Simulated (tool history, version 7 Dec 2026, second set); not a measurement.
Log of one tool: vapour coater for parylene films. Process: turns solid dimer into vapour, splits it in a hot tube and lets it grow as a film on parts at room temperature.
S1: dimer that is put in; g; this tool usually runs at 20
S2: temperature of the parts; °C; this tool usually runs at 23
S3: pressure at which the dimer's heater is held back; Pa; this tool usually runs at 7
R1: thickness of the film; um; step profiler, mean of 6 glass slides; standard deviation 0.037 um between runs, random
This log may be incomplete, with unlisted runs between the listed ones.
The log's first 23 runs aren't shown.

Run 24, hour 244.6: usual settings but S1 12 g, S2 20 °C, S3 5.43 Pa. Result: R1 3.68 um.
Run 25, hour 253.8: usual settings but S1 12 g, S2 18 °C. Result: R1 3.79 um.
Run 26, hour 265.8: usual settings but S1 12 g, S2 18 °C. Result: R1 3.79 um.
Run 27, hour 278: usual settings but S1 24 g, S2 28 °C, S3 6.53 Pa. Result: R1 5.35 um.
Run 28, hour 291.4: usual settings but S1 24 g, S2 28 °C, S3 6.53 Pa. Result: R1 5.34 um.
Run 29, hour 300.4: usual settings but S1 24 g, S2 28 °C, S3 4.05 Pa. Result: R1 5.62 um.
Run 30, hour 309.4: usual settings but S1 27 g, S2 16 °C, S3 5.46 Pa. Result: R1 9.32 um.
Run 31, hour 320.7: usual settings but S1 27 g, S2 16 °C, S3 5.46 Pa. Result: R1 9.41 um.
Run 32, hour 334.8: usual settings but S1 11 g, S2 15 °C, S3 7.83 Pa. Result: R1 3.77 um.

What if the next run were any one of these 5? Each begins from the tool's condition after run 32:
Run A, hour 349.4: usual settings but S1 11 g, S2 17 °C, S3 2.71 Pa. Result: R1 ?.
Run B, hour 349.4: usual settings but S1 9 g, S2 29 °C. Result: R1 ?.
Run C, hour 349.4: usual settings but S1 9 g. Result: R1 ?.
Run D, hour 349.4: usual settings but S1 11 g, S2 15 °C, S3 4.14 Pa. Result: R1 ?.
Run E, hour 349.4: usual settings but S1 11 g, S2 15 °C, S3 7.32 Pa. Result: R1 ?.

run    R1
  A  3.89
  B   1.9
  C  2.37
  D  3.99
  E  3.76
With the hidden condition removed and each run's random variation left untouched, the same runs would have given:
run    R1
  A  4.13
  B  2.02
  C  2.51
  D  4.23
  E  3.99

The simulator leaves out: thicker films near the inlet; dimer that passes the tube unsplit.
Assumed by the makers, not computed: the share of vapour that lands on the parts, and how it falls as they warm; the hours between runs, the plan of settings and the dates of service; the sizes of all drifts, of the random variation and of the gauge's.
